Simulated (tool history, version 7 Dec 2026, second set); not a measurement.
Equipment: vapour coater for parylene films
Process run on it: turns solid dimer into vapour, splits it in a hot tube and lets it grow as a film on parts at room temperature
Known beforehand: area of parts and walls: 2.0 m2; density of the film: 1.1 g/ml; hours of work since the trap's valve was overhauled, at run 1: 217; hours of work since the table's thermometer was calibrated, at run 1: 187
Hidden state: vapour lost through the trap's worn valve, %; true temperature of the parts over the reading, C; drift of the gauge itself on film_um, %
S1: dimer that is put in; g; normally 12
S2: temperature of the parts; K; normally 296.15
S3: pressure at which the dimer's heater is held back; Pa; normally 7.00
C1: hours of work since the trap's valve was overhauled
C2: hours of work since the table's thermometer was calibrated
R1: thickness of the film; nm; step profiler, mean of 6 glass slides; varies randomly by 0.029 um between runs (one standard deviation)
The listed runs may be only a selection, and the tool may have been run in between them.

{"run": 1, "day": 0.0, "S1": 12, "S2": 296.15, "S3": 7.0, "C1": 217, "C2": 187, "R1": 2380}
{"day": 0.692, "done": "trap's valve overhauled"}
{"run": 2, "day": 0.971, "S1": 12, "S2": 296.15, "S3": 7.0, "C1": 5, "C2": 202, "R1": 2650}
{"run": 3, "day": 1.721, "S1": 12, "S2": 296.15, "S3": 7.0, "C1": 20, "C2": 217, "R1": 2630}
{"run": 4, "day": 2.417, "S1": 16, "S2": 296.15, "S3": 7.0, "C1": 33, "C2": 230, "R1": 3480}
{"run": 5, "day": 3.325, "S1": 12, "S2": 304.15, "S3": 7.0, "C1": 51, "C2": 248, "R1": 1890}
{"run": 6, "day": 4.033, "S1": 5, "S2": 296.15, "S3": 7.0, "C1": 64, "C2": 261, "R1": 1100}
{"run": 7, "day": 4.917, "S1": 12, "S2": 296.15, "S3": 9.71, "C1": 81, "C2": 278, "R1": 2430}
{"run": 8, "day": 5.588, "S1": 12, "S2": 297.15, "S3": 7.0, "C1": 94, "C2": 291, "R1": 2450}
{"run": 9, "day": 6.179, "S1": 6, "S2": 305.15, "S3": 6.59, "C1": 106, "C2": 303, "R1": 910}
{"run": 10, "day": 6.792, "S1": 21, "S2": 289.15, "S3": 3.91, "C1": 118, "C2": 315, "R1": 6330}
{"run": 11, "day": 7.425, "S1": 10, "S2": 300.15, "S3": 3.91, "C1": 130, "C2": 327, "R1": 1920}
{"run": 12, "day": 8.225, "S1": 6, "S2": 294.15, "S3": 7.26, "C1": 145, "C2": 342, "R1": 1360}
{"run": 13, "day": 9.05, "S1": 18, "S2": 294.15, "S3": 7.26, "C1": 161, "C2": 358, "R1": 4060}
{"run": 14, "day": 9.942, "S1": 12, "S2": 295.15, "S3": 4.0, "C1": 178, "C2": 375, "R1": 2720}

Below are 4 alternative next runs, each starting from the tool's condition after run 14. Predict each:
{"run": "A", "day": 10.346, "S1": 10, "S2": 295.15, "S3": 7.77, "C1": 186, "C2": 383, "R1": "?"}
{"run": "B", "day": 10.346, "S1": 12, "S2": 295.15, "S3": 7.0, "C1": 186, "C2": 383, "R1": "?"}
{"run": "C", "day": 10.346, "S1": 6, "S2": 289.15, "S3": 4.31, "C1": 186, "C2": 383, "R1": "?"}
{"run": "D", "day": 10.346, "S1": 10, "S2": 297.15, "S3": 8.97, "C1": 186, "C2": 383, "R1": "?"}

run=A R1=2100
run=B R1=2610
run=C R1=1740
run=D R1=1910
Without the tool's hidden state the same runs would have given:
run=A R1=2240
run=B R1=2770
run=C R1=1850
run=D R1=2030
